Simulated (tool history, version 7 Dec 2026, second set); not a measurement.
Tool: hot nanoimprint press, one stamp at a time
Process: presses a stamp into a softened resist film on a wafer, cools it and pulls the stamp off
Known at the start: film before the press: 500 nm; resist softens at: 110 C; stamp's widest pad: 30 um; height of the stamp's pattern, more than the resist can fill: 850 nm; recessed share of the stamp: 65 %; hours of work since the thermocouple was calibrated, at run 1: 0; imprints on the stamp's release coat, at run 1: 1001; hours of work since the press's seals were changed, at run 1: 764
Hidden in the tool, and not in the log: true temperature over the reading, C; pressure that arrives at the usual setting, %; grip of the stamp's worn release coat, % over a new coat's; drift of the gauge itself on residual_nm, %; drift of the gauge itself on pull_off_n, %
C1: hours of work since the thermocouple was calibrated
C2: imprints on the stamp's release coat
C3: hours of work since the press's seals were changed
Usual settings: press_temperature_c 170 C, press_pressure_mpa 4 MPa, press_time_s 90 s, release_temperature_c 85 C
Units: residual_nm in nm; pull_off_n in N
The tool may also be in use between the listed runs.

{"run": 1, "day": 0.0, "press_temperature_c": 170, "press_pressure_mpa": 4, "press_time_s": 90, "release_temperature_c": 85, "C1": 0, "C2": 1001, "C3": 764, "residual_nm": 238.1, "pull_off_n": 293}
{"day": 0.879, "done": "stamp cleaned and given a new release coat"}
{"run": 2, "day": 2.162, "press_temperature_c": 170, "press_pressure_mpa": 4, "press_time_s": 90, "release_temperature_c": 85, "C1": 35, "C2": 138, "C3": 799, "residual_nm": 240.1, "pull_off_n": 244}
{"run": 3, "day": 3.162, "press_temperature_c": 170, "press_pressure_mpa": 4, "press_time_s": 90, "release_temperature_c": 85, "C1": 53, "C2": 246, "C3": 817, "residual_nm": 239.7, "pull_off_n": 248}
{"run": 4, "day": 4.317, "press_temperature_c": 170, "press_pressure_mpa": 4, "press_time_s": 69, "release_temperature_c": 85, "C1": 74, "C2": 370, "C3": 838, "residual_nm": 266.6, "pull_off_n": 271}
{"run": 5, "day": 5.483, "press_temperature_c": 170, "press_pressure_mpa": 4, "press_time_s": 69, "release_temperature_c": 85, "C1": 95, "C2": 496, "C3": 859, "residual_nm": 265.3, "pull_off_n": 260}
{"run": 6, "day": 7.504, "press_temperature_c": 158, "press_pressure_mpa": 4, "press_time_s": 90, "release_temperature_c": 85, "C1": 132, "C2": 713, "C3": 896, "residual_nm": 359.7, "pull_off_n": 279}
{"run": 7, "day": 9.388, "press_temperature_c": 158, "press_pressure_mpa": 4.46, "press_time_s": 90, "release_temperature_c": 85, "C1": 167, "C2": 916, "C3": 931, "residual_nm": 353.6, "pull_off_n": 284}
{"day": 11.033, "done": "stamp cleaned and given a new release coat"}
{"run": 8, "day": 11.225, "press_temperature_c": 158, "press_pressure_mpa": 4.46, "press_time_s": 90, "release_temperature_c": 85, "C1": 195, "C2": 20, "C3": 960, "residual_nm": 352, "pull_off_n": 235}
{"run": 9, "day": 12.779, "press_temperature_c": 170, "press_pressure_mpa": 4, "press_time_s": 90, "release_temperature_c": 81, "C1": 224, "C2": 188, "C3": 988, "residual_nm": 248.1, "pull_off_n": 274}
{"run": 10, "day": 14.35, "press_temperature_c": 170, "press_pressure_mpa": 4, "press_time_s": 90, "release_temperature_c": 81, "C1": 252, "C2": 357, "C3": 1017, "residual_nm": 248.3, "pull_off_n": 297}
{"run": 11, "day": 15.175, "press_temperature_c": 170, "press_pressure_mpa": 4, "press_time_s": 90, "release_temperature_c": 85, "C1": 267, "C2": 445, "C3": 1032, "residual_nm": 250.5, "pull_off_n": 263}
{"run": 12, "day": 16.596, "press_temperature_c": 170, "press_pressure_mpa": 4, "press_time_s": 90, "release_temperature_c": 80, "C1": 293, "C2": 598, "C3": 1057, "residual_nm": 253.5, "pull_off_n": 310}
{"day": 16.812, "done": "plate thermocouple calibrated"}
{"run": 13, "day": 18.433, "press_temperature_c": 170, "press_pressure_mpa": 4, "press_time_s": 90, "release_temperature_c": 85, "C1": 30, "C2": 783, "C3": 1089, "residual_nm": 256.6, "pull_off_n": 286}
{"run": 14, "day": 19.475, "press_temperature_c": 180, "press_pressure_mpa": 4, "press_time_s": 90, "release_temperature_c": 85, "C1": 49, "C2": 895, "C3": 1108, "residual_nm": 180.8, "pull_off_n": 299}
{"run": 15, "day": 20.312, "press_temperature_c": 180, "press_pressure_mpa": 4, "press_time_s": 90, "release_temperature_c": 85, "C1": 64, "C2": 985, "C3": 1123, "residual_nm": 179.7, "pull_off_n": 297}
{"day": 21.329, "done": "stamp cleaned and given a new release coat"}
{"day": 21.546, "done": "plate thermocouple calibrated, once more"}
{"run": 16, "day": 22.371, "press_temperature_c": 174, "press_pressure_mpa": 4, "press_time_s": 90, "release_temperature_c": 85, "C1": 15, "C2": 99, "C3": 1154, "residual_nm": 207.8, "pull_off_n": 250}
{"run": 17, "day": 23.571, "press_temperature_c": 170, "press_pressure_mpa": 4, "press_time_s": 166, "release_temperature_c": 80, "C1": 37, "C2": 228, "C3": 1176, "residual_nm": 191.3, "pull_off_n": 290}
{"run": 18, "day": 24.779, "press_temperature_c": 170, "press_pressure_mpa": 4, "press_time_s": 166, "release_temperature_c": 80, "C1": 59, "C2": 358, "C3": 1198, "residual_nm": 189.1, "pull_off_n": 289}
{"day": 26.171, "done": "press's hydraulic seals changed and the load cell set to zero"}
{"run": 19, "day": 26.867, "press_temperature_c": 170, "press_pressure_mpa": 2.92, "press_time_s": 69, "release_temperature_c": 80, "C1": 91, "C2": 547, "C3": 13, "residual_nm": 294.5, "pull_off_n": 307}
{"run": 20, "day": 28.321, "press_temperature_c": 170, "press_pressure_mpa": 2.92, "press_time_s": 69, "release_temperature_c": 80, "C1": 117, "C2": 703, "C3": 39, "residual_nm": 292.6, "pull_off_n": 309}
{"run": 21, "day": 29.425, "press_temperature_c": 172, "press_pressure_mpa": 5.53, "press_time_s": 90, "release_temperature_c": 85, "C1": 138, "C2": 822, "C3": 59, "residual_nm": 191.4, "pull_off_n": 278}
{"run": 22, "day": 31.125, "press_temperature_c": 172, "press_pressure_mpa": 5.53, "press_time_s": 90, "release_temperature_c": 85, "C1": 169, "C2": 1005, "C3": 90, "residual_nm": 193, "pull_off_n": 291}
{"day": 31.938, "done": "stamp cleaned and given a new release coat"}
{"run": 23, "day": 33.012, "press_temperature_c": 180, "press_pressure_mpa": 3.79, "press_time_s": 77, "release_temperature_c": 71, "C1": 198, "C2": 115, "C3": 120, "residual_nm": 184.5, "pull_off_n": 325}
{"run": 24, "day": 34.162, "press_temperature_c": 180, "press_pressure_mpa": 3.92, "press_time_s": 77, "release_temperature_c": 81, "C1": 219, "C2": 239, "C3": 141, "residual_nm": 181.6, "pull_off_n": 280}
{"run": 25, "day": 35.438, "press_temperature_c": 161, "press_pressure_mpa": 4.38, "press_time_s": 90, "release_temperature_c": 92, "C1": 243, "C2": 376, "C3": 164, "residual_nm": 323.5, "pull_off_n": 226}
{"run": 26, "day": 37.421, "press_temperature_c": 170, "press_pressure_mpa": 6.19, "press_time_s": 73, "release_temperature_c": 85, "C1": 279, "C2": 589, "C3": 201, "residual_nm": 221.2, "pull_off_n": 269}
{"run": 27, "day": 38.496, "press_temperature_c": 172, "press_pressure_mpa": 6.19, "press_time_s": 73, "release_temperature_c": 85, "C1": 298, "C2": 705, "C3": 220, "residual_nm": 207.7, "pull_off_n": 288}
{"run": 28, "day": 39.754, "press_temperature_c": 165, "press_pressure_mpa": 3.24, "press_time_s": 67, "release_temperature_c": 72, "C1": 321, "C2": 840, "C3": 243, "residual_nm": 346.6, "pull_off_n": 378}
{"run": 29, "day": 40.758, "press_temperature_c": 165, "press_pressure_mpa": 3.24, "press_time_s": 67, "release_temperature_c": 72, "C1": 340, "C2": 948, "C3": 261, "residual_nm": 344.6, "pull_off_n": 387}

The same runs without the tool's hidden state, with the same run-to-run variation:
run=1 residual_nm=234.6 pull_off_n=238
run=2 residual_nm=235 pull_off_n=237
run=3 residual_nm=233.9 pull_off_n=235
run=4 residual_nm=259.4 pull_off_n=249
run=5 residual_nm=257.3 pull_off_n=232
run=6 residual_nm=349.7 pull_off_n=237
run=7 residual_nm=340.7 pull_off_n=231
run=8 residual_nm=337.7 pull_off_n=230
run=9 residual_nm=234.3 pull_off_n=258
run=10 residual_nm=233.3 pull_off_n=269
run=11 residual_nm=234.7 pull_off_n=232
run=12 residual_nm=236.5 pull_off_n=266
run=13 residual_nm=234.8 pull_off_n=232
run=14 residual_nm=164.4 pull_off_n=238
run=15 residual_nm=162.9 pull_off_n=232
run=16 residual_nm=201.4 pull_off_n=245
run=17 residual_nm=184.4 pull_off_n=275
run=18 residual_nm=181.5 pull_off_n=266
run=19 residual_nm=291.4 pull_off_n=271
run=20 residual_nm=288.3 pull_off_n=264
run=21 residual_nm=186.8 pull_off_n=231
run=22 residual_nm=187 pull_off_n=232
run=23 residual_nm=178.6 pull_off_n=312
run=24 residual_nm=174.9 pull_off_n=260
run=25 residual_nm=311.3 pull_off_n=202
run=26 residual_nm=209.2 pull_off_n=231
run=27 residual_nm=195.6 pull_off_n=241
run=28 residual_nm=331.9 pull_off_n=309
run=29 residual_nm=329.1 pull_off_n=309
